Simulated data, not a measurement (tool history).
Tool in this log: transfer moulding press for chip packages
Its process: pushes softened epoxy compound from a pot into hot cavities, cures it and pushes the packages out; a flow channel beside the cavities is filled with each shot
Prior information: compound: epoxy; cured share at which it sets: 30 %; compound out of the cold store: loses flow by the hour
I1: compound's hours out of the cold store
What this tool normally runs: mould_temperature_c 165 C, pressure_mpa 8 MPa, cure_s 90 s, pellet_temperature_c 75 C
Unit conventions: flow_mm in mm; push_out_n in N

run 1 hour=0 | mould_temperature_c=165 pressure_mpa=8 cure_s=90 pellet_temperature_c=75 | I1=44.1 | flow_mm=492 push_out_n=472
-- hour=3.3 cavities cleaned with cleaning compound and waxed
run 2 hour=9.8 | mould_temperature_c=165 pressure_mpa=8 cure_s=90 pellet_temperature_c=75 | I1=31.3 | flow_mm=506 push_out_n=291
run 3 hour=23.2 | mould_temperature_c=165 pressure_mpa=8 cure_s=90 pellet_temperature_c=75 | I1=45 | flow_mm=485 push_out_n=336
run 4 hour=36.5 | mould_temperature_c=165 pressure_mpa=8 cure_s=90 pellet_temperature_c=75 | I1=13.1 | flow_mm=536 push_out_n=369
run 5 hour=47.5 | mould_temperature_c=165 pressure_mpa=8 cure_s=90 pellet_temperature_c=75 | I1=27.9 | flow_mm=510 push_out_n=403
run 6 hour=53.3 | mould_temperature_c=165 pressure_mpa=8 cure_s=90 pellet_temperature_c=75 | I1=14.9 | flow_mm=535 push_out_n=408
run 7 hour=60.5 | mould_temperature_c=160 pressure_mpa=8 cure_s=90 pellet_temperature_c=70 | I1=34.7 | flow_mm=514 push_out_n=566
run 8 hour=69.2 | mould_temperature_c=158 pressure_mpa=8 cure_s=108 pellet_temperature_c=81 | I1=17.7 | flow_mm=552 push_out_n=504
run 9 hour=79.6 | mould_temperature_c=158 pressure_mpa=8 cure_s=90 pellet_temperature_c=75 | I1=40.1 | flow_mm=501 push_out_n=692
run 10 hour=87.1 | mould_temperature_c=158 pressure_mpa=8 cure_s=90 pellet_temperature_c=75 | I1=30.3 | flow_mm=524 push_out_n=759
run 11 hour=94.8 | mould_temperature_c=158 pressure_mpa=8 cure_s=90 pellet_temperature_c=75 | I1=47 | flow_mm=494 push_out_n=747
run 12 hour=103.4 | mould_temperature_c=158 pressure_mpa=8 cure_s=90 pellet_temperature_c=75 | I1=39.6 | flow_mm=503 push_out_n=789

Each run again, without the hidden state but with its own random variation kept:
Hidden state present: true mould temperature over the reading, C; pressure that reaches the compound, % of what is set; grip of the stained cavities, % over clean ones'; drift of the gauge itself on flow_mm, %; drift of the gauge itself on push_out_n, %.
run=1 flow_mm=496 push_out_n=270
run=2 flow_mm=511 push_out_n=262
run=3 flow_mm=491 push_out_n=262
run=4 flow_mm=545 push_out_n=260
run=5 flow_mm=519 push_out_n=269
run=6 flow_mm=545 push_out_n=263
run=7 flow_mm=524 push_out_n=352
run=8 flow_mm=563 push_out_n=305
run=9 flow_mm=513 push_out_n=402
run=10 flow_mm=537 push_out_n=434
run=11 flow_mm=507 push_out_n=418
run=12 flow_mm=517 push_out_n=435
